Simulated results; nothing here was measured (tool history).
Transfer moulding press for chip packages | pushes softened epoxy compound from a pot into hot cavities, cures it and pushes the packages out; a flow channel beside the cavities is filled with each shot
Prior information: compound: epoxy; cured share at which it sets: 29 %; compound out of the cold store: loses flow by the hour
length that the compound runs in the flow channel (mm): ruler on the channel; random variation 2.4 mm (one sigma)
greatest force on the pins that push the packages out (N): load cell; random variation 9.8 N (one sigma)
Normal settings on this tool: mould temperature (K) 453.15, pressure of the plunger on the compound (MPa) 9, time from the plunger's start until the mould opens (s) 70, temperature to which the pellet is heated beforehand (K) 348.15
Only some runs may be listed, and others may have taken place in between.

run   hour  mould temperature (K)  pressure of the plunger on the compound (MPa)  time from the plunger's start until the mould opens (s)  temperature to which the pellet is heated beforehand (K)  incoming compound's hours out of the cold store  length that the compound runs in the flow channel (mm)  greatest force on the pins that push the packages out (N)
  1      0                 453.15                                              9                                                       70                                                    348.15                                             17.7                                                     688                                                        545
  2     11                 455.15                                              9                                                       70                                                    348.15                                             35.2                                                     624                                                        576
  3   35.5                 455.15                                              9                                                       70                                                    348.15                                             25.5                                                     651                                                        690
      41.7  -- cavities cleaned with cleaning compound and waxed
  4   53.3                 455.15                                              9                                                       70                                                    348.15                                             36.3                                                     619                                                        469
  5   74.5                 455.15                                              9                                                       70                                                    348.15                                             12.2                                                     691                                                        651
      95.6  -- cavities cleaned with cleaning compound and waxed
  6   95.6                 455.15                                              9                                                       70                                                    348.15                                               46                                                     576                                                        378
  7  117.9                 455.15                                              9                                                       89                                                    348.15                                             44.5                                                     576                                                        511
  8  128.3                 455.15                                              9                                                       89                                                    348.15                                             26.1                                                     632                                                        548
  9  146.7                 453.15                                              9                                                       70                                                    356.15                                               32                                                     617                                                        729
       151  -- plunger's sealing rings changed
     152.5  -- cavities cleaned with cleaning compound and waxed
 10    161                 453.15                                              9                                                       70                                                    356.15                                             43.9                                                     618                                                        483
 11  180.4                 453.15                                              9                                                       70                                                    356.15                                              9.6                                                     737                                                        663
 12    198                 453.15                                              9                                                       70                                                    356.15                                             37.2                                                     634                                                        714
     206.8  -- cavities cleaned with cleaning compound and waxed
 13  211.1                 453.15                                              9                                                       70                                                    348.15                                             34.9                                                     644                                                        451
 14  236.5                 453.15                                              9                                                       70                                                    348.15                                             14.9                                                     710                                                        714
 15  252.5                 453.15                                           8.39                                                       53                                                    356.15                                             43.6                                                     586                                                       1338
     261.2  -- cavities cleaned with cleaning compound and waxed
 16  269.8                 453.15                                           8.37                                                       72                                                    356.15                                               43                                                     590                                                        487
 17  286.2                 455.15                                           7.76                                                      105                                                    344.15                                             19.3                                                     631                                                        522
 18  309.7                 455.15                                           7.76                                                      105                                                    344.15                                             28.1                                                     598                                                        612
     316.5  -- cavities cleaned with cleaning compound and waxed
 19  327.6                 453.15                                           8.36                                                       50                                                    348.15                                             42.7                                                     577                                                       1121

What does the tool deliver on the next run?
 20  340.8                 448.15                                            9.2                                                       65                                                    353.15                                             16.5                                                       ?                                                          ?

{"run 20": {"length that the compound runs in the flow channel (mm)": 703, "greatest force on the pins that push the packages out (N)": 958}}
Were there no unlogged condition in the tool, this run, its random variation unchanged, would have produced length that the compound runs in the flow channel (mm) 737, greatest force on the pins that push the packages out (N) 679.
